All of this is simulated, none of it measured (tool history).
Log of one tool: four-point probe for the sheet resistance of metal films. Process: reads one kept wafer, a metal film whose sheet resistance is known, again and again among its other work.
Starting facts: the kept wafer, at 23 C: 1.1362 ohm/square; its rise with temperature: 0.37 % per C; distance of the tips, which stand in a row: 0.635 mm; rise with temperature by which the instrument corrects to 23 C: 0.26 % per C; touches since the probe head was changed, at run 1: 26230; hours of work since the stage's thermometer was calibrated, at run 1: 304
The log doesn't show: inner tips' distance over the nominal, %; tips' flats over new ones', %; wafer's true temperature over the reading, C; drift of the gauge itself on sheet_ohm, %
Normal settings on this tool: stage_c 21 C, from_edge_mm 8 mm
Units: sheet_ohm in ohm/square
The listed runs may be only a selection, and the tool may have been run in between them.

run	hour	stage_c	from_edge_mm	touches since the probe head was changed	hours of work since the stage's thermometer was calibrated	sheet_ohm
1	0.0	21	8	26230	304	1.138912
2	18.3	21	48	26773	318	1.134939
3	33.8	21	48	27234	330	1.134736
4	49.7	25	8	27704	342	1.144054
5	62.6	25	8	28086	352	1.143765
6	74.5	25	8	28442	362	1.143689
7	89.4	25	8	28882	373	1.143867
8	111.6	21	8	29543	390	1.138843
9	134.0	21	8	30206	408	1.139195
10	154.6	21	8	30817	424	1.138831
11	175.8	21	74	31446	440	1.135290
12	190.2	21	8	31875	451	1.139041
13	205.9	21	8	32341	464	1.138754
14	215.7	21	8	32631	471	1.139096
15	238.2	21	8	33300	489	1.138807
16	251.1	21	8	33683	499	1.138781
17	261.9	21	8	34002	507	1.139022
18	281.5	21	63	34584	522	1.135365
19	299.7	21	8	35126	536	1.138741
20	317.1	23	8	35640	550	1.141738
21	334.8	20	62	36166	563	1.134364
22	348.0	35	9	36558	574	1.155367
23	369.8	24	18	37206	591	1.139647
24	384.7	19	44	37647	602	1.133103
25	397.6	23	44	38030	612	1.138134
26	407.5	19	5	38325	620	1.142315
27	419.4	21	13	38678	629	1.137068
28	438.6	26	4	39248	644	1.157298
29	461.3	21	61	39920	661	1.135618
30	480.4	31	23	40488	676	1.148356
31	502.6	31	28	41147	693	1.148531
32	516.9	22	4	41572	705	1.152427
33	533.4	30	5	42062	717	1.156933
34	550.0	22	23	42553	730	1.137333
35	568.2	21	8	43093	744	1.139613
36	580.8	29	7	43468	754	1.150784
37	590.9	26	17	43766	762	1.142820
38	601.2	26	17	44074	770	1.142760
39	611.3	29	16	44371	778	1.147071
40	633.9	20	29	45042	795	1.134533

Run by run, hidden condition taken away, random variation retained:
run	sheet_ohm
1	1.137797
2	1.133799
3	1.133570
4	1.142851
5	1.142541
6	1.142447
7	1.142602
8	1.137549
9	1.137863
10	1.137467
11	1.133897
12	1.137620
13	1.137309
14	1.137634
15	1.137307
16	1.137260
17	1.137481
18	1.133799
19	1.137141
20	1.140106
21	1.132715
22	1.153666
23	1.137933
24	1.131375
25	1.136378
26	1.140538
27	1.135277
28	1.155444
29	1.133757
30	1.146445
31	1.146584
32	1.150450
33	1.154921
34	1.135324
35	1.137569
36	1.148701
37	1.140733
38	1.140657
39	1.144946
40	1.132392

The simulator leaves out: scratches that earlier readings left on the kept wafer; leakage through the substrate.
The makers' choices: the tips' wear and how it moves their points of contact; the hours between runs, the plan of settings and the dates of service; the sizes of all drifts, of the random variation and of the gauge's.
